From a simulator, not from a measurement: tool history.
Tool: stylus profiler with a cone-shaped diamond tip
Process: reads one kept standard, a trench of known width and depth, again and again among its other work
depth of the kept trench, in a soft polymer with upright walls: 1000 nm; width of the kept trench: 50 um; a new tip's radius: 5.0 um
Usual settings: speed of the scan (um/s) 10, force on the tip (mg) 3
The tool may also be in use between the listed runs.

run,day,speed of the scan (um/s),force on the tip (mg),depth of the trench (nm),width of the trench's floor (µm)
1,0,10,3,1018.23,43.51
2,4.679,10,3,1018.16,43.37
3,7.904,28,3,1018.14,43.12
4,11.946,28,3,1017.2,43.05
5,17.096,10,2.29,1014.47,43.01
6,21.971,10,3,1017.02,42.85
7,25.375,3,3,1017.35,42.78
8,31.171,3,3.55,1018.96,42.64
9,35.65,3,3.55,1018.12,42.56
10,39.175,10,3,1016.06,42.39
11,43.638,10,7.87,1033.24,42.35
12,47.108,10,3,1015.78,42.32
13,49.708,10,1.52,1008.8,42.18
14,53.588,10,1.52,1008.69,42.07
15,58.888,10,1.52,1008.25,41.93
# day 60.329: new tip fitted, height scale calibrated
16,63.762,10,1.52,1011.64,43.74
17,66.162,10,1.52,1011.37,43.59
18,68.758,13,3,1017.92,43.57
19,72.029,13,4.17,1022.73,43.54
20,77.388,13,4.38,1023.09,43.29
21,81.462,4,3,1017.35,43.25
22,84.638,4,3,1017.27,43.17
23,88.454,9,3,1016.95,43
24,91.583,10,3.95,1020.46,42.93
25,95.912,7,2.72,1015.03,42.79
26,101.317,7,2.72,1014.93,42.64
27,103.771,2,2.3,1013.04,42.6
# day 104.196: height scale calibrated on a step standard
28,109.546,4,2.3,1011.5,42.43
29,113.425,7,1.11,1005.01,42.28
30,116.867,9,2.1,1010.09,42.28
31,119.579,14,7.45,1029.38,42.19
32,122.788,12,1.59,1007.14,42.06
# day 125.646: height scale calibrated on a step standard, once more
33,127.967,15,7.64,1034.89,42.02
# day 131.242: new tip fitted, height scale calibrated
34,131.942,17,1.37,1010.92,43.89
35,134.521,10,1.68,1012.31,43.85
36,139.671,10,1.68,1012.26,43.67
37,143.746,10,1.68,1012.37,43.59
38,147.529,10,1.68,1011.76,43.51
39,150.233,12,3.32,1019.2,43.47
40,153.229,3,1.34,1009.61,43.36
41,156.238,5,1.77,1011.79,43.25
42,160.592,28,7.26,1032.23,43.03
43,164.479,28,2.46,1014.44,42.92
44,167.725,32,4.41,1022.44,42.77
45,172.108,32,4.41,1021.9,42.69

Forecast each of these 4 alternatives for the next run:
A,175.821,7,7.49,?,?
B,175.821,9,1.97,?,?
C,175.821,34,1.1,?,?
D,175.821,11,1.69,?,?

run,depth of the trench (nm),width of the trench's floor (µm)
A,1032.49,42.69
B,1011.39,42.77
C,1007.65,42.42
D,1010.52,42.63
Without the tool's hidden state the same runs would have given:
run,depth of the trench (nm),width of the trench's floor (µm)
A,1035.01,43.97
B,1013.87,44.04
C,1010.11,43.69
D,1012.99,43.91
